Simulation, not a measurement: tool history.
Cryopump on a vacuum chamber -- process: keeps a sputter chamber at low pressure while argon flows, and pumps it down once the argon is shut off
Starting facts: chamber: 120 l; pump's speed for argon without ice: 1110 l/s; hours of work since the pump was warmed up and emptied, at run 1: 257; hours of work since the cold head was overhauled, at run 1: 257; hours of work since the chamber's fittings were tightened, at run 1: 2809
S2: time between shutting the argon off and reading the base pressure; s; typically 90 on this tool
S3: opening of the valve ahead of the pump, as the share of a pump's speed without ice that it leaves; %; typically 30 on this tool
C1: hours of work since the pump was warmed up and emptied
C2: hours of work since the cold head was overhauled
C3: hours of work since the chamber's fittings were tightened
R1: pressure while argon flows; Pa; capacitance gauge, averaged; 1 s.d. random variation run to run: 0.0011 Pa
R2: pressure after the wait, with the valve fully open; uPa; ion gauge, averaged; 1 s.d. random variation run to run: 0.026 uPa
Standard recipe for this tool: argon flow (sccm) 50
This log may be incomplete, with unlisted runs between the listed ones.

run 1 hour=0.0 | argon_flow_(sccm)=50 S2=90 S3=30 | C1=257 C2=257 C3=2809 | R1=0.2610 R2=3.31
run 2 hour=19.4 | argon_flow_(sccm)=50 S2=90 S3=30 | C1=267 C2=267 C3=2819 | R1=0.2614 R2=3.34
run 3 hour=34.2 | argon_flow_(sccm)=50 S2=90 S3=30 | C1=275 C2=275 C3=2826 | R1=0.2622 R2=3.56
run 4 hour=52.7 | argon_flow_(sccm)=50 S2=90 S3=30 | C1=284 C2=284 C3=2836 | R1=0.2634 R2=3.42
run 5 hour=66.2 | argon_flow_(sccm)=50 S2=90 S3=30 | C1=291 C2=291 C3=2843 | R1=0.2625 R2=3.41
run 6 hour=83.1 | argon_flow_(sccm)=50 S2=21 S3=30 | C1=300 C2=300 C3=2851 | R1=0.2644 R2=6.50
-- hour=94.9 leaking fittings of the chamber tightened, without venting
run 7 hour=103.3 | argon_flow_(sccm)=50 S2=90 S3=30 | C1=309 C2=309 C3=4 | R1=0.2628 R2=1.22
run 8 hour=113.3 | argon_flow_(sccm)=50 S2=151 S3=30 | C1=314 C2=314 C3=9 | R1=0.2645 R2=0.90
run 9 hour=122.6 | argon_flow_(sccm)=50 S2=90 S3=30 | C1=319 C2=319 C3=14 | R1=0.2633 R2=1.23
run 10 hour=141.3 | argon_flow_(sccm)=50 S2=90 S3=18 | C1=329 C2=329 C3=24 | R1=0.4340 R2=1.26
run 11 hour=151.4 | argon_flow_(sccm)=50 S2=90 S3=18 | C1=334 C2=334 C3=29 | R1=0.4330 R2=1.23
run 12 hour=162.0 | argon_flow_(sccm)=77 S2=158 S3=25 | C1=339 C2=339 C3=34 | R1=0.4851 R2=0.87
run 13 hour=175.4 | argon_flow_(sccm)=78 S2=90 S3=57 | C1=346 C2=346 C3=41 | R1=0.2245 R2=1.27
run 14 hour=193.1 | argon_flow_(sccm)=41 S2=21 S3=51 | C1=355 C2=355 C3=50 | R1=0.1310 R2=4.16
run 15 hour=205.1 | argon_flow_(sccm)=50 S2=90 S3=51 | C1=361 C2=361 C3=57 | R1=0.1601 R2=1.31
run 16 hour=223.0 | argon_flow_(sccm)=50 S2=90 S3=51 | C1=370 C2=370 C3=66 | R1=0.1605 R2=1.29
run 17 hour=234.3 | argon_flow_(sccm)=34 S2=192 S3=21 | C1=376 C2=376 C3=71 | R1=0.2555 R2=0.86
run 18 hour=247.6 | argon_flow_(sccm)=50 S2=90 S3=19 | C1=383 C2=383 C3=78 | R1=0.4132 R2=1.33
run 19 hour=257.3 | argon_flow_(sccm)=50 S2=90 S3=60 | C1=388 C2=388 C3=83 | R1=0.1389 R2=1.29
run 20 hour=268.0 | argon_flow_(sccm)=27 S2=268 S3=30 | C1=394 C2=394 C3=89 | R1=0.1413 R2=0.68
run 21 hour=278.0 | argon_flow_(sccm)=26 S2=152 S3=30 | C1=399 C2=399 C3=94 | R1=0.1387 R2=0.93

Difference, measured minus no-hidden-state, one row per run. Run-to-run variation is common to both terms; the gauge's own scatter need not be:
Hidden conditions of the tool in this case: pump's speed, % of a pump's without ice; cold plate's temperature, K; leak into the chamber, uPa l/s; drift of the gauge itself on working_pa, %; drift of the gauge itself on base_upa, %.
run=1 R1=+0.0078 R2=+2.17
run=2 R1=+0.0081 R2=+2.22
run=3 R1=+0.0083 R2=+2.34
run=4 R1=+0.0086 R2=+2.28
run=5 R1=+0.0088 R2=+2.26
run=6 R1=+0.0092 R2=+2.35
run=7 R1=+0.0094 R2=+0.08
run=8 R1=+0.0096 R2=+0.09
run=9 R1=+0.0097 R2=+0.09
run=10 R1=+0.0100 R2=+0.09
run=11 R1=+0.0102 R2=+0.10
run=12 R1=+0.0159 R2=+0.10
run=13 R1=+0.0163 R2=+0.11
run=14 R1=+0.0088 R2=+0.12
run=15 R1=+0.0110 R2=+0.13
run=16 R1=+0.0112 R2=+0.14
run=17 R1=+0.0079 R2=+0.15
run=18 R1=+0.0118 R2=+0.15
run=19 R1=+0.0119 R2=+0.15
run=20 R1=+0.0065 R2=+0.15
run=21 R1=+0.0063 R2=+0.16
